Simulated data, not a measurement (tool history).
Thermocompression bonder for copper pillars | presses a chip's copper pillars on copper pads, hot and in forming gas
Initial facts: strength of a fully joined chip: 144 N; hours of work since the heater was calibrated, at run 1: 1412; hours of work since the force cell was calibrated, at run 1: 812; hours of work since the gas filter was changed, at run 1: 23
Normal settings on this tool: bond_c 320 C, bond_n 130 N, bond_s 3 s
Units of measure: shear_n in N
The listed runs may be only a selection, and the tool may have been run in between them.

run,hour,bond_c,bond_n,bond_s,hours of work since the heater was calibrated,hours of work since the force cell was calibrated,hours of work since the gas filter was changed,shear_n
1,0.0,320,130,3,1412,812,23,101.6
2,52.5,320,130,2,1451,850,62,90.6
# hour 61.1: heater calibrated with a thermocouple chip
3,118.7,320,130,3,42,897,109,101.2
4,166.8,320,130,3,77,932,144,101.1
# hour 180.3: forming gas filter changed
5,264.9,320,130,3,148,1003,62,101.2
6,338.5,320,180,3,202,1057,116,118.5
7,381.7,320,180,3,234,1089,147,118.3
# hour 388.7: forming gas filter changed
8,465.5,334,130,3,295,1150,56,108.2
# hour 478.8: force cell calibrated
9,517.1,320,130,3,331,28,93,100.6
10,584.4,320,130,3,380,77,142,100.4
# hour 598.3: forming gas filter changed
11,655.4,348,130,3,432,129,42,113.9
12,700.6,308,89,5,465,162,75,82.9
13,766.5,325,177,5,513,210,123,127.8
# hour 811.5: forming gas filter changed
14,814.8,325,177,7,548,245,2,132.5
15,872.8,325,177,7,590,287,45,132.8
16,946.6,325,177,7,644,341,99,132.4
# hour 1021.2: forming gas filter changed
17,1040.6,325,177,7,713,409,14,132.8
18,1124.1,307,113,2,774,470,75,72.8
19,1221.3,307,113,2,845,541,146,72.4
# hour 1228.0: forming gas filter changed
20,1264.2,307,113,2,876,572,26,72.6
21,1325.4,301,133,3,920,617,71,89.6

Measured less the same run without the tool's hidden state. The same run-to-run variation is in both; the gauge's scatter may not be:
What the log doesn't record here: true temperature of the bond over the reading, C; force that reaches the chip, % of what is set; oxide that the forming gas leaves, % of the face; drift of the gauge itself on shear_n, %.
run,shear_n
1,+0.4
2,+0.2
3,-0.3
4,-0.5
5,-0.4
6,-0.9
7,-1.1
8,-0.9
9,-1.2
10,-1.4
11,-1.6
12,-1.2
13,-2.3
14,-2.3
15,-2.5
16,-2.8
17,-2.8
18,-1.6
19,-1.9
20,-1.7
21,-2.3

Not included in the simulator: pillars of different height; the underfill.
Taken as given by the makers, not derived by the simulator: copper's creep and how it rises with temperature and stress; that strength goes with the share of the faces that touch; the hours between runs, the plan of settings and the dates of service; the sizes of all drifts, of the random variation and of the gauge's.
